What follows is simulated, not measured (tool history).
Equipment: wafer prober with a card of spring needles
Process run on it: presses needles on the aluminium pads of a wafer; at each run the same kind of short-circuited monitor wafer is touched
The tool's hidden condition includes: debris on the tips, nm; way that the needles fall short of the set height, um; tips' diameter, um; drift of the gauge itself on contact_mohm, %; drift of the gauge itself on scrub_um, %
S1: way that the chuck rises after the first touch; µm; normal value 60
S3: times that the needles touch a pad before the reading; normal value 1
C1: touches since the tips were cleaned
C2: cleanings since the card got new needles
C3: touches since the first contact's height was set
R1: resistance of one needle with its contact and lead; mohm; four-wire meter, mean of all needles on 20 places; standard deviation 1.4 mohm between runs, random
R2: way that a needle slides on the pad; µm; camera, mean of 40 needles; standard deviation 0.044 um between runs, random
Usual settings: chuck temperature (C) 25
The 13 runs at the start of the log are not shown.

{"day": 3.6, "done": "tips cleaned on abrasive film"}
{"run": 14, "day": 3.6, "S1": 60, "chuck temperature (C)": 25, "S3": 1, "C1": 0, "C2": 64, "C3": 70737, "R1": 126, "R2": 11.24}
{"run": 15, "day": 3.767, "S1": 60, "chuck temperature (C)": 25, "S3": 1, "C1": 1932, "C2": 64, "C3": 72669, "R1": 125, "R2": 11.24}
{"day": 3.842, "done": "tips cleaned on abrasive film"}
{"day": 4.067, "done": "tips cleaned on abrasive film"}
{"run": 16, "day": 4.121, "S1": 60, "chuck temperature (C)": 25, "S3": 1, "C1": 631, "C2": 66, "C3": 76704, "R1": 124, "R2": 11.21}
{"day": 4.233, "done": "gauge calibrated"}
{"day": 4.304, "done": "tips cleaned on abrasive film"}
{"run": 17, "day": 4.442, "S1": 60, "chuck temperature (C)": 38, "S3": 1, "C1": 1612, "C2": 67, "C3": 80374, "R1": 124, "R2": 11.1}
{"day": 4.542, "done": "tips cleaned on abrasive film"}
{"day": 4.779, "done": "tips cleaned on abrasive film"}
{"run": 18, "day": 4.862, "S1": 49, "chuck temperature (C)": 47, "S3": 1, "C1": 988, "C2": 69, "C3": 85155, "R1": 131, "R2": 9.03}
{"day": 5.017, "done": "tips cleaned on abrasive film"}
{"run": 19, "day": 5.125, "S1": 49, "chuck temperature (C)": 47, "S3": 1, "C1": 1251, "C2": 70, "C3": 88145, "R1": 131, "R2": 9.06}
{"day": 5.267, "done": "tips cleaned on abrasive film"}
{"day": 5.496, "done": "tips cleaned on abrasive film"}
{"run": 20, "day": 5.496, "S1": 49, "chuck temperature (C)": 47, "S3": 1, "C1": 0, "C2": 72, "C3": 92371, "R1": 135, "R2": 9.05}
{"day": 5.738, "done": "tips cleaned on abrasive film"}
{"run": 21, "day": 5.833, "S1": 55, "chuck temperature (C)": 49, "S3": 1, "C1": 1127, "C2": 73, "C3": 96217, "R1": 129, "R2": 10.17}
{"day": 5.979, "done": "tips cleaned on abrasive film"}
{"run": 22, "day": 6.008, "S1": 66, "chuck temperature (C)": 43, "S3": 2, "C1": 314, "C2": 74, "C3": 98202, "R1": 124, "R2": 12.23}
{"day": 6.225, "done": "tips cleaned on abrasive film"}
{"run": 23, "day": 6.417, "S1": 66, "chuck temperature (C)": 43, "S3": 2, "C1": 2228, "C2": 75, "C3": 102909, "R1": 125, "R2": 12.22}
{"day": 6.45, "done": "tips cleaned on abrasive film"}
{"day": 6.5, "done": "height of the first contact set anew"}
{"day": 6.696, "done": "tips cleaned on abrasive film"}
{"run": 24, "day": 6.696, "S1": 66, "chuck temperature (C)": 43, "S3": 2, "C1": 0, "C2": 77, "C3": 2203, "R1": 126, "R2": 12.26}
{"day": 6.938, "done": "tips cleaned on abrasive film"}
{"run": 25, "day": 7.017, "S1": 66, "chuck temperature (C)": 51, "S3": 1, "C1": 880, "C2": 78, "C3": 5879, "R1": 125, "R2": 12.28}
{"day": 7.179, "done": "tips cleaned on abrasive film"}
{"run": 26, "day": 7.354, "S1": 66, "chuck temperature (C)": 51, "S3": 1, "C1": 2044, "C2": 79, "C3": 9794, "R1": 127, "R2": 12.37}
{"day": 7.408, "done": "tips cleaned on abrasive film"}
{"run": 27, "day": 7.529, "S1": 66, "chuck temperature (C)": 51, "S3": 1, "C1": 1396, "C2": 80, "C3": 11749, "R1": 126, "R2": 12.4}
{"day": 7.638, "done": "tips cleaned on abrasive film"}
{"day": 7.871, "done": "tips cleaned on abrasive film"}
{"run": 28, "day": 7.929, "S1": 74, "chuck temperature (C)": 121, "S3": 1, "C1": 683, "C2": 82, "C3": 16288, "R1": 138, "R2": 13.89}
{"day": 8.108, "done": "tips cleaned on abrasive film"}
{"run": 29, "day": 8.225, "S1": 68, "chuck temperature (C)": 25, "S3": 2, "C1": 1358, "C2": 83, "C3": 19692, "R1": 121, "R2": 12.77}
{"day": 8.35, "done": "tips cleaned on abrasive film"}
{"day": 8.579, "done": "tips cleaned on abrasive film"}
{"run": 30, "day": 8.633, "S1": 68, "chuck temperature (C)": 25, "S3": 2, "C1": 660, "C2": 85, "C3": 24340, "R1": 123, "R2": 12.84}
{"day": 8.821, "done": "tips cleaned on abrasive film"}
{"run": 31, "day": 8.858, "S1": 68, "chuck temperature (C)": 25, "S3": 2, "C1": 467, "C2": 86, "C3": 26916, "R1": 121, "R2": 12.83}
{"day": 9.042, "done": "tips cleaned on abrasive film"}
{"run": 32, "day": 9.183, "S1": 75, "chuck temperature (C)": 34, "S3": 1, "C1": 1630, "C2": 87, "C3": 30619, "R1": 122, "R2": 14.19}
{"day": 9.279, "done": "tips cleaned on abrasive film"}
{"day": 9.504, "done": "tips cleaned on abrasive film"}
{"run": 33, "day": 9.525, "S1": 46, "chuck temperature (C)": 65, "S3": 2, "C1": 214, "C2": 89, "C3": 34471, "R1": 137, "R2": 8.65}

3 ways to go on from here, each from the tool as it stands after run 33. What would each give?
{"run": "A", "day": 9.708, "S1": 57, "chuck temperature (C)": 25, "S3": 2, "C1": 2340, "C2": 89, "C3": 36597, "R1": "?", "R2": "?"}
{"run": "B", "day": 9.708, "S1": 51, "chuck temperature (C)": 51, "S3": 2, "C1": 2340, "C2": 89, "C3": 36597, "R1": "?", "R2": "?"}
{"run": "C", "day": 9.708, "S1": 64, "chuck temperature (C)": 39, "S3": 2, "C1": 2340, "C2": 89, "C3": 36597, "R1": "?", "R2": "?"}

run=A R1=125 R2=10.78
run=B R1=131 R2=9.68
run=C R1=124 R2=12.15
What these runs would have given with no unlogged condition in the tool:
run=A R1=124 R2=10.47
run=B R1=131 R2=9.41
run=C R1=123 R2=11.81
